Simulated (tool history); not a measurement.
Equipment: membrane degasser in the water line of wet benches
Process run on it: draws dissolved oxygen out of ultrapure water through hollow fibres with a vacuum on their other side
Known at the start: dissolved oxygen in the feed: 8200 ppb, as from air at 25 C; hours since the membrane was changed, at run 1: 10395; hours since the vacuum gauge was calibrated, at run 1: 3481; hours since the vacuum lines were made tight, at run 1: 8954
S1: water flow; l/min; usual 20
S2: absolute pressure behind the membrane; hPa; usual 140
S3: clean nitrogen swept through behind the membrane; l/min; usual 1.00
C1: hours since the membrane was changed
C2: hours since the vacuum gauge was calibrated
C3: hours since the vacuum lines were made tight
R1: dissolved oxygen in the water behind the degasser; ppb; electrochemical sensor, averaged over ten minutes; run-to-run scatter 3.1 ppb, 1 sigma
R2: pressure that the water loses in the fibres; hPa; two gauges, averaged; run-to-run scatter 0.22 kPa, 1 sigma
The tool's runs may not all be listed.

Run 1, hour 0.0: usual settings; C1 10395; C2 3481; C3 8954. Result: R1 480.9 ppb, R2 539.2 hPa.
Run 2, hour 267.1: usual settings; C1 10662; C2 3748; C3 9221. Result: R1 481.6 ppb, R2 535.7 hPa.
Run 3, hour 384.7: usual settings but S1 15 l/min; C1 10780; C2 3866; C3 9339. Result: R1 370.9 ppb, R2 402.0 hPa.
Run 4, hour 547.4: usual settings but S1 15 l/min; C1 10943; C2 4028; C3 9502. Result: R1 375.1 ppb, R2 402.5 hPa.
Run 5, hour 803.6: usual settings but S1 15 l/min; C1 11199; C2 4285; C3 9758. Result: R1 373.7 ppb, R2 404.0 hPa.
Run 6, hour 1057.5: usual settings; C1 11453; C2 4538; C3 10012. Result: R1 486.1 ppb, R2 537.3 hPa.
Run 7, hour 1198.7: usual settings; C1 11594; C2 4680; C3 10153. Result: R1 484.6 ppb, R2 541.4 hPa.
Run 8, hour 1469.4: usual settings; C1 11865; C2 4950; C3 10424. Result: R1 487.2 ppb, R2 537.6 hPa.
Run 9, hour 1700.4: usual settings but S2 179 hPa; C1 12096; C2 5181; C3 10655. Result: R1 643.4 ppb, R2 542.0 hPa.
Run 10, hour 1898.9: usual settings but S2 179 hPa; C1 12294; C2 5380; C3 10853. Result: R1 639.6 ppb, R2 540.8 hPa.
Run 11, hour 2014.8: usual settings but S2 171 hPa; C1 12410; C2 5496; C3 10969. Result: R1 613.5 ppb, R2 538.1 hPa.
Run 12, hour 2234.9: usual settings but S2 171 hPa; C1 12630; C2 5716; C3 11189. Result: R1 613.6 ppb, R2 541.6 hPa.
Run 13, hour 2475.5: usual settings but S2 171 hPa; C1 12871; C2 5956; C3 11430. Result: R1 603.9 ppb, R2 538.5 hPa.
Run 14, hour 2690.6: usual settings but S2 171 hPa; C1 13086; C2 6172; C3 11645. Result: R1 618.3 ppb, R2 541.6 hPa.
Run 15, hour 2964.9: usual settings but S2 171 hPa; C1 13360; C2 6446; C3 11919. Result: R1 609.8 ppb, R2 542.5 hPa.
Run 16, hour 3115.2: usual settings but S2 171 hPa, S3 0.45 l/min; C1 13510; C2 6596; C3 12069. Result: R1 1118.5 ppb, R2 545.7 hPa.
Run 17, hour 3375.0: usual settings but S2 171 hPa, S3 0.45 l/min; C1 13770; C2 6856; C3 12329. Result: R1 1112.5 ppb, R2 539.2 hPa.
Run 18, hour 3546.5: usual settings but S2 171 hPa, S3 0.45 l/min; C1 13942; C2 7027; C3 12501. Result: R1 1100.5 ppb, R2 544.3 hPa.
At hour 3667.0: seals of the vacuum lines changed.
Run 19, hour 3746.9: usual settings but S2 171 hPa, S3 0.45 l/min; C1 14140; C2 7226; C3 80. Result: R1 1097.7 ppb, R2 545.1 hPa.
Run 20, hour 3985.3: usual settings but S1 15 l/min; C1 14378; C2 7464; C3 318. Result: R1 365.1 ppb, R2 407.7 hPa.
At hour 4036.2: vacuum gauge calibrated.
Run 21, hour 4205.4: usual settings but S1 25 l/min, S3 0.89 l/min; C1 14598; C2 169; C3 538. Result: R1 640.5 ppb, R2 682.0 hPa.
Run 22, hour 4478.9: usual settings but S1 17 l/min, S2 239 hPa, S3 1.87 l/min; C1 14872; C2 443; C3 811. Result: R1 425.6 ppb, R2 463.7 hPa.
Run 23, hour 4730.7: usual settings but S1 19 l/min, S2 112 hPa, S3 0.75 l/min; C1 15123; C2 695; C3 1063. Result: R1 426.0 ppb, R2 517.7 hPa.
Run 24, hour 4996.3: usual settings but S1 28 l/min, S2 218 hPa, S3 0.42 l/min; C1 15389; C2 960; C3 1329. Result: R1 1874.8 ppb, R2 762.8 hPa.
Run 25, hour 5219.4: usual settings but S1 31 l/min, S2 334 hPa, S3 0.42 l/min; C1 15612; C2 1183; C3 1552. Result: R1 2891.2 ppb, R2 841.9 hPa.
Run 26, hour 5354.2: usual settings but S1 31 l/min, S2 334 hPa, S3 0.42 l/min; C1 15747; C2 1318; C3 1687. Result: R1 2862.5 ppb, R2 847.1 hPa.
Run 27, hour 5479.1: usual settings but S2 254 hPa, S3 0.50 l/min; C1 15872; C2 1443; C3 1812. Result: R1 1521.0 ppb, R2 544.3 hPa.
Run 28, hour 5750.2: usual settings but S2 254 hPa, S3 0.50 l/min; C1 16143; C2 1714; C3 2083. Result: R1 1525.6 ppb, R2 548.9 hPa.
Run 29, hour 5972.8: usual settings but S1 26 l/min, S2 276 hPa; C1 16366; C2 1937; C3 2305. Result: R1 1231.1 ppb, R2 712.7 hPa.
Run 30, hour 6149.7: usual settings but S1 12 l/min, S2 246 hPa, S3 1.49 l/min; C1 16542; C2 2114; C3 2482. Result: R1 403.4 ppb, R2 325.7 hPa.
Run 31, hour 6311.1: usual settings but S1 13 l/min, S2 203 hPa, S3 0.88 l/min; C1 16704; C2 2275; C3 2644. Result: R1 555.1 ppb, R2 353.3 hPa.
Run 32, hour 6421.5: usual settings but S1 13 l/min, S2 203 hPa, S3 0.88 l/min; C1 16814; C2 2385; C3 2754. Result: R1 553.7 ppb, R2 357.2 hPa.

Branching from run 32: 3 alternative next runs. What would each branch give?
Run A, hour 6625.9: usual settings but S1 26 l/min, S2 160 hPa, S3 1.83 l/min; C1 17019; C2 2590; C3 2958. Result: R1 ?, R2 ?.
Run B, hour 6625.9: usual settings but S3 0.42 l/min; C1 17019; C2 2590; C3 2958. Result: R1 ?, R2 ?.
Run C, hour 6625.9: usual settings but S1 27 l/min, S2 197 hPa, S3 1.89 l/min; C1 17019; C2 2590; C3 2958. Result: R1 ?, R2 ?.

run     R1     R2
  A  451.6  715.3
  B  914.5  551.2
  C  573.6  738.6
Take away the tool's hidden state, keep each run's random variation, and the runs would have read:
run     R1     R2
  A  436.6  674.4
  B  909.2  519.6
  C  556.7  696.2
